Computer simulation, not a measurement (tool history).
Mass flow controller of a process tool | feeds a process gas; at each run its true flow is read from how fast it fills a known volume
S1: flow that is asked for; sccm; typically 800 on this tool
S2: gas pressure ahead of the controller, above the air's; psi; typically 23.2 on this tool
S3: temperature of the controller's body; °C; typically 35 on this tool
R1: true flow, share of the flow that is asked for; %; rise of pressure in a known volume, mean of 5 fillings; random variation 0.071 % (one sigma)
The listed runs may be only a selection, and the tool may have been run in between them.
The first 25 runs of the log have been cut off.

run 26 day=98.179 | S1=800 S2=34.4 S3=35 | R1=99.64
run 27 day=103.612 | S1=251 S2=20.5 S3=35 | R1=98.4
-- day=105.396 gauge calibrated
run 28 day=108.283 | S1=912 S2=37.4 S3=27 | R1=100.21
run 29 day=113.267 | S1=112 S2=23.2 S3=27 | R1=98.61
run 30 day=117.304 | S1=181 S2=24.7 S3=24 | R1=98.33
run 31 day=120.771 | S1=748 S2=23.2 S3=24 | R1=99.2
run 32 day=123.762 | S1=389 S2=23.2 S3=33 | R1=99.44
run 33 day=127.979 | S1=335 S2=21.6 S3=31 | R1=99.14
run 34 day=130.383 | S1=176 S2=22.9 S3=34 | R1=99.3
run 35 day=133.012 | S1=879 S2=37.4 S3=34 | R1=100.65
run 36 day=136.254 | S1=234 S2=20.6 S3=22 | R1=97.96
run 37 day=138.629 | S1=261 S2=28.1 S3=33 | R1=99.27
run 38 day=140.95 | S1=800 S2=32.9 S3=20 | R1=98.81
run 39 day=145.612 | S1=142 S2=38.6 S3=26 | R1=98.43
run 40 day=148.212 | S1=935 S2=39.9 S3=35 | R1=100.54
run 41 day=153.396 | S1=667 S2=39.9 S3=26 | R1=99.31
run 42 day=155.646 | S1=667 S2=39.9 S3=26 | R1=99.32
run 43 day=160.412 | S1=667 S2=35.7 S3=27 | R1=99.17

The next listed run, before its measurement:
run 44 day=164.95 | S1=800 S2=35.1 S3=35 | R1=?

R1: 100.06 %
Had the tool carried no hidden state, the very same run would have given R1 100.76 %.
